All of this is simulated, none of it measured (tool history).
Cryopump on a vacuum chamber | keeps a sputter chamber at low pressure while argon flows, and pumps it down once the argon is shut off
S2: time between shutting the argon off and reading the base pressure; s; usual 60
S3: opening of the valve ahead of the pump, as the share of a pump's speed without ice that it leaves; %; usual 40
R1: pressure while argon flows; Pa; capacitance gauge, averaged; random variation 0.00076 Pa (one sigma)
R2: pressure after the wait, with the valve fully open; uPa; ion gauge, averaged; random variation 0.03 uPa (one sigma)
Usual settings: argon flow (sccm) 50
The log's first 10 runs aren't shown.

{"run": 11, "hour": 575.5, "argon flow (sccm)": 50, "S2": 60, "S3": 20, "R1": 0.2909, "R2": 2.78}
{"run": 12, "hour": 610.3, "argon flow (sccm)": 50, "S2": 60, "S3": 20, "R1": 0.2906, "R2": 2.86}
{"run": 13, "hour": 653.7, "argon flow (sccm)": 50, "S2": 60, "S3": 20, "R1": 0.2905, "R2": 2.82}
{"run": 14, "hour": 705.8, "argon flow (sccm)": 50, "S2": 60, "S3": 20, "R1": 0.2918, "R2": 2.97}
{"run": 15, "hour": 781.6, "argon flow (sccm)": 80, "S2": 60, "S3": 40, "R1": 0.2437, "R2": 2.88}
{"run": 16, "hour": 822.1, "argon flow (sccm)": 80, "S2": 60, "S3": 40, "R1": 0.2421, "R2": 3.08}
{"run": 17, "hour": 853.7, "argon flow (sccm)": 80, "S2": 60, "S3": 40, "R1": 0.2443, "R2": 3.02}
{"run": 18, "hour": 891.1, "argon flow (sccm)": 80, "S2": 60, "S3": 23, "R1": 0.4174, "R2": 3.1}
{"run": 19, "hour": 928.1, "argon flow (sccm)": 60, "S2": 114, "S3": 32, "R1": 0.2285, "R2": 2.51}
{"run": 20, "hour": 977.4, "argon flow (sccm)": 36, "S2": 37, "S3": 27, "R1": 0.1611, "R2": 4.03}
{"run": 21, "hour": 1022.4, "argon flow (sccm)": 36, "S2": 37, "S3": 27, "R1": 0.1622, "R2": 4.02}
{"run": 22, "hour": 1054.8, "argon flow (sccm)": 50, "S2": 65, "S3": 15, "R1": 0.3949, "R2": 3.21}
{"hour": 1078.7, "done": "leaking fittings of the chamber tightened, without venting"}
{"hour": 1099.1, "done": "pump warmed up, emptied and cooled again"}
{"run": 23, "hour": 1124.5, "argon flow (sccm)": 49, "S2": 40, "S3": 18, "R1": 0.3123, "R2": 2.25}
{"run": 24, "hour": 1194.3, "argon flow (sccm)": 57, "S2": 137, "S3": 30, "R1": 0.2214, "R2": 0.83}
{"run": 25, "hour": 1247.2, "argon flow (sccm)": 57, "S2": 137, "S3": 30, "R1": 0.2218, "R2": 0.88}
{"run": 26, "hour": 1297.9, "argon flow (sccm)": 57, "S2": 137, "S3": 30, "R1": 0.2228, "R2": 0.95}
{"run": 27, "hour": 1346.1, "argon flow (sccm)": 57, "S2": 137, "S3": 30, "R1": 0.2232, "R2": 0.93}
{"run": 28, "hour": 1384.7, "argon flow (sccm)": 40, "S2": 112, "S3": 23, "R1": 0.2028, "R2": 1.1}

Run 29 comes next. What will it give?
{"run": 29, "hour": 1458.9, "argon flow (sccm)": 40, "S2": 158, "S3": 23, "R1": "?", "R2": "?"}

Run 29 gave R1 0.2048 Pa, R2 0.98 uPa.
Without the tool's hidden state the same run would have given R1 0.1983 Pa, R2 0.72 uPa.

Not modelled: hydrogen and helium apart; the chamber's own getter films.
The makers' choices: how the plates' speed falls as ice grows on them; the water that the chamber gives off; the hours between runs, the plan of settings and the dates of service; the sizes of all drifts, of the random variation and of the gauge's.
